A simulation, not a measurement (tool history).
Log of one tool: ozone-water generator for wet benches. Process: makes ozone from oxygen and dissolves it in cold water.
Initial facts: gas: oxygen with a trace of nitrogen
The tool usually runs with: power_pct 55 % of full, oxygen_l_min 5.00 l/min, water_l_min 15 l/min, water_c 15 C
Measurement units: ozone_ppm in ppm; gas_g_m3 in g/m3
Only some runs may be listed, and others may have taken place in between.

run 1 hour=0.0 | power_pct=55 oxygen_l_min=5.00 water_l_min=15 water_c=15 | ozone_ppm=21.1 gas_g_m3=172.9
run 2 hour=115.7 | power_pct=55 oxygen_l_min=5.00 water_l_min=15 water_c=15 | ozone_ppm=20.7 gas_g_m3=172.6
run 3 hour=317.1 | power_pct=55 oxygen_l_min=5.00 water_l_min=15 water_c=22 | ozone_ppm=18.3 gas_g_m3=172.3
run 4 hour=441.5 | power_pct=55 oxygen_l_min=5.00 water_l_min=15 water_c=15 | ozone_ppm=20.6 gas_g_m3=169.6
run 5 hour=569.9 | power_pct=55 oxygen_l_min=5.00 water_l_min=15 water_c=15 | ozone_ppm=20.4 gas_g_m3=170.8
run 6 hour=703.8 | power_pct=55 oxygen_l_min=5.00 water_l_min=15 water_c=15 | ozone_ppm=20.4 gas_g_m3=169.2
run 7 hour=854.1 | power_pct=55 oxygen_l_min=5.00 water_l_min=15 water_c=15 | ozone_ppm=20.0 gas_g_m3=166.3
-- hour=973.4 electrodes of the discharge changed
run 8 hour=1035.5 | power_pct=55 oxygen_l_min=5.00 water_l_min=15 water_c=15 | ozone_ppm=25.9 gas_g_m3=219.1
run 9 hour=1188.8 | power_pct=55 oxygen_l_min=5.00 water_l_min=15 water_c=15 | ozone_ppm=25.8 gas_g_m3=215.3
run 10 hour=1312.7 | power_pct=55 oxygen_l_min=5.00 water_l_min=15 water_c=15 | ozone_ppm=25.8 gas_g_m3=217.2
run 11 hour=1462.5 | power_pct=55 oxygen_l_min=5.00 water_l_min=15 water_c=15 | ozone_ppm=25.4 gas_g_m3=215.8
-- hour=1569.4 water thermometer calibrated
run 12 hour=1609.8 | power_pct=55 oxygen_l_min=5.00 water_l_min=15 water_c=15 | ozone_ppm=25.3 gas_g_m3=214.6
run 13 hour=1712.4 | power_pct=55 oxygen_l_min=7.47 water_l_min=15 water_c=15 | ozone_ppm=23.8 gas_g_m3=166.7
run 14 hour=1809.6 | power_pct=55 oxygen_l_min=7.47 water_l_min=15 water_c=15 | ozone_ppm=23.3 gas_g_m3=164.7
run 15 hour=1994.1 | power_pct=61 oxygen_l_min=5.00 water_l_min=15 water_c=23 | ozone_ppm=23.3 gas_g_m3=230.9
-- hour=2054.1 contactor cleaned
run 16 hour=2084.8 | power_pct=61 oxygen_l_min=5.00 water_l_min=15 water_c=23 | ozone_ppm=25.6 gas_g_m3=227.2
run 17 hour=2292.6 | power_pct=55 oxygen_l_min=5.00 water_l_min=19 water_c=16 | ozone_ppm=21.2 gas_g_m3=209.3
run 18 hour=2477.7 | power_pct=43 oxygen_l_min=7.84 water_l_min=24 water_c=7 | ozone_ppm=15.7 gas_g_m3=129.5
run 19 hour=2623.5 | power_pct=67 oxygen_l_min=2.53 water_l_min=16 water_c=21 | ozone_ppm=27.1 gas_g_m3=367.8
run 20 hour=2748.8 | power_pct=50 oxygen_l_min=3.69 water_l_min=15 water_c=15 | ozone_ppm=24.6 gas_g_m3=234.1
run 21 hour=2834.2 | power_pct=84 oxygen_l_min=3.69 water_l_min=15 water_c=17 | ozone_ppm=34.7 gas_g_m3=341.4
run 22 hour=2926.5 | power_pct=84 oxygen_l_min=3.69 water_l_min=15 water_c=17 | ozone_ppm=34.8 gas_g_m3=341.9

For each run, the measured value with the value that run would have given without the tool's hidden condition subtracted. The run-to-run variation is shared by both, the gauge scatter possibly not:
Unlogged tool condition in this case: yield of the discharge, % of new electrodes'; contactor's efficiency, % of a clean one's; true water temperature over the reading, C; drift of the gauge itself on ozone_ppm, %; drift of the gauge itself on gas_g_m3, %.
run=1 ozone_ppm=-6.5 gas_g_m3=-44.6
run=2 ozone_ppm=-6.6 gas_g_m3=-45.3
run=3 ozone_ppm=-6.1 gas_g_m3=-47.4
run=4 ozone_ppm=-7.1 gas_g_m3=-47.6
run=5 ozone_ppm=-7.3 gas_g_m3=-49.1
run=6 ozone_ppm=-7.4 gas_g_m3=-49.9
run=7 ozone_ppm=-7.6 gas_g_m3=-50.5
run=8 ozone_ppm=-1.7 gas_g_m3=-0.6
run=9 ozone_ppm=-1.9 gas_g_m3=-1.6
run=10 ozone_ppm=-2.0 gas_g_m3=-2.4
run=11 ozone_ppm=-2.3 gas_g_m3=-3.3
run=12 ozone_ppm=-2.3 gas_g_m3=-4.2
run=13 ozone_ppm=-2.4 gas_g_m3=-3.9
run=14 ozone_ppm=-2.5 gas_g_m3=-4.2
run=15 ozone_ppm=-2.8 gas_g_m3=-8.1
run=16 ozone_ppm=-1.1 gas_g_m3=-8.7
run=17 ozone_ppm=-1.1 gas_g_m3=-8.6
run=18 ozone_ppm=-0.8 gas_g_m3=-4.7
run=19 ozone_ppm=-2.1 gas_g_m3=-22.7
run=20 ozone_ppm=-1.7 gas_g_m3=-11.8
run=21 ozone_ppm=-3.6 gas_g_m3=-28.4
run=22 ozone_ppm=-3.8 gas_g_m3=-30.0

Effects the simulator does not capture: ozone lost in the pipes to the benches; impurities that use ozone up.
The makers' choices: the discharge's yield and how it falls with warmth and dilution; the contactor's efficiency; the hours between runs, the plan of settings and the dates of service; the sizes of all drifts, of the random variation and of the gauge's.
